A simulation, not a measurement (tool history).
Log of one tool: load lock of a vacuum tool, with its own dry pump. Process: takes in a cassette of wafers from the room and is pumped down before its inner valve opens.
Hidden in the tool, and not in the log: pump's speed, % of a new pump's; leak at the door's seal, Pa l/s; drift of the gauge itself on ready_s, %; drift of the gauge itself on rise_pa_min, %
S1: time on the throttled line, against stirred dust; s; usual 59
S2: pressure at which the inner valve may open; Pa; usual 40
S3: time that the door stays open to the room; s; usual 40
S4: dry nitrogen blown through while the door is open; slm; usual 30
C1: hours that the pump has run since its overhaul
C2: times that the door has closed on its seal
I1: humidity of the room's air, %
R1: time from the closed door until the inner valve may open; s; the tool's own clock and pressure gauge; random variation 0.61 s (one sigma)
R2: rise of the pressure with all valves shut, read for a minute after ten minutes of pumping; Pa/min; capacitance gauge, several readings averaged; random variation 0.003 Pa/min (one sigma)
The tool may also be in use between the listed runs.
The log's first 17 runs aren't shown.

{"run": 18, "day": 295.112, "S1": 59, "S2": 76, "S3": 40, "S4": 11, "C1": 21083, "C2": 33321, "I1": 46.6, "R1": 93.9, "R2": 0.633}
{"run": 19, "day": 305.142, "S1": 59, "S2": 76, "S3": 40, "S4": 11, "C1": 21324, "C2": 33597, "I1": 44.8, "R1": 94.1, "R2": 0.643}
{"run": 20, "day": 318.792, "S1": 59, "S2": 76, "S3": 213, "S4": 11, "C1": 21652, "C2": 33973, "I1": 47, "R1": 95.2, "R2": 0.713}
{"day": 336.288, "done": "dry pump taken out, an overhauled one fitted"}
{"run": 21, "day": 342.058, "S1": 59, "S2": 41, "S3": 40, "S4": 24, "C1": 138, "C2": 34607, "I1": 46.1, "R1": 89.3, "R2": 0.678}
{"day": 357.958, "done": "door's seal changed, seat wiped"}
{"run": 22, "day": 364.271, "S1": 96, "S2": 41, "S3": 146, "S4": 7, "C1": 670, "C2": 173, "I1": 44.2, "R1": 117.6, "R2": 0.081}
{"run": 23, "day": 379.721, "S1": 104, "S2": 40, "S3": 30, "S4": 5, "C1": 1041, "C2": 599, "I1": 46.5, "R1": 122.8, "R2": 0.043}
{"run": 24, "day": 400.917, "S1": 104, "S2": 34, "S3": 30, "S4": 5, "C1": 1550, "C2": 1183, "I1": 45.9, "R1": 123.8, "R2": 0.04}
{"run": 25, "day": 420.8, "S1": 104, "S2": 34, "S3": 30, "S4": 5, "C1": 2027, "C2": 1731, "I1": 43.4, "R1": 125.4, "R2": 0.05}
{"run": 26, "day": 442.6, "S1": 104, "S2": 34, "S3": 30, "S4": 5, "C1": 2550, "C2": 2332, "I1": 41.4, "R1": 124.9, "R2": 0.051}
{"run": 27, "day": 460.562, "S1": 46, "S2": 49, "S3": 40, "S4": 30, "C1": 2981, "C2": 2827, "I1": 45.1, "R1": 79.5, "R2": 0.048}
{"run": 28, "day": 479.862, "S1": 46, "S2": 49, "S3": 40, "S4": 30, "C1": 3444, "C2": 3358, "I1": 42.9, "R1": 78.5, "R2": 0.045}
{"run": 29, "day": 496.079, "S1": 105, "S2": 31, "S3": 157, "S4": 14, "C1": 3834, "C2": 3805, "I1": 41.7, "R1": 127.4, "R2": 0.096}
{"run": 30, "day": 517.479, "S1": 105, "S2": 31, "S3": 157, "S4": 14, "C1": 4347, "C2": 4395, "I1": 45.8, "R1": 125.9, "R2": 0.102}
{"run": 31, "day": 530.3, "S1": 105, "S2": 31, "S3": 157, "S4": 14, "C1": 4655, "C2": 4748, "I1": 42.6, "R1": 126.2, "R2": 0.106}
{"run": 32, "day": 551.308, "S1": 59, "S2": 44, "S3": 40, "S4": 30, "C1": 5159, "C2": 5327, "I1": 44.2, "R1": 89.9, "R2": 0.064}

Forecast each of these 3 alternatives for the next run:
{"run": "A", "day": 570.596, "S1": 60, "S2": 40, "S3": 40, "S4": 30, "C1": 5622, "C2": 5858, "I1": 47.5, "R1": "?", "R2": "?"}
{"run": "B", "day": 570.596, "S1": 59, "S2": 35, "S3": 157, "S4": 23, "C1": 5622, "C2": 5858, "I1": 43, "R1": "?", "R2": "?"}
{"run": "C", "day": 570.596, "S1": 59, "S2": 40, "S3": 40, "S4": 6, "C1": 5622, "C2": 5858, "I1": 42.7, "R1": "?", "R2": "?"}

run=A R1=91.7 R2=0.073
run=B R1=91.3 R2=0.106
run=C R1=90.2 R2=0.089
Without the tool's hidden state the same runs would have given:
run=A R1=90 R2=0.026
run=B R1=89.5 R2=0.059
run=C R1=88.4 R2=0.043
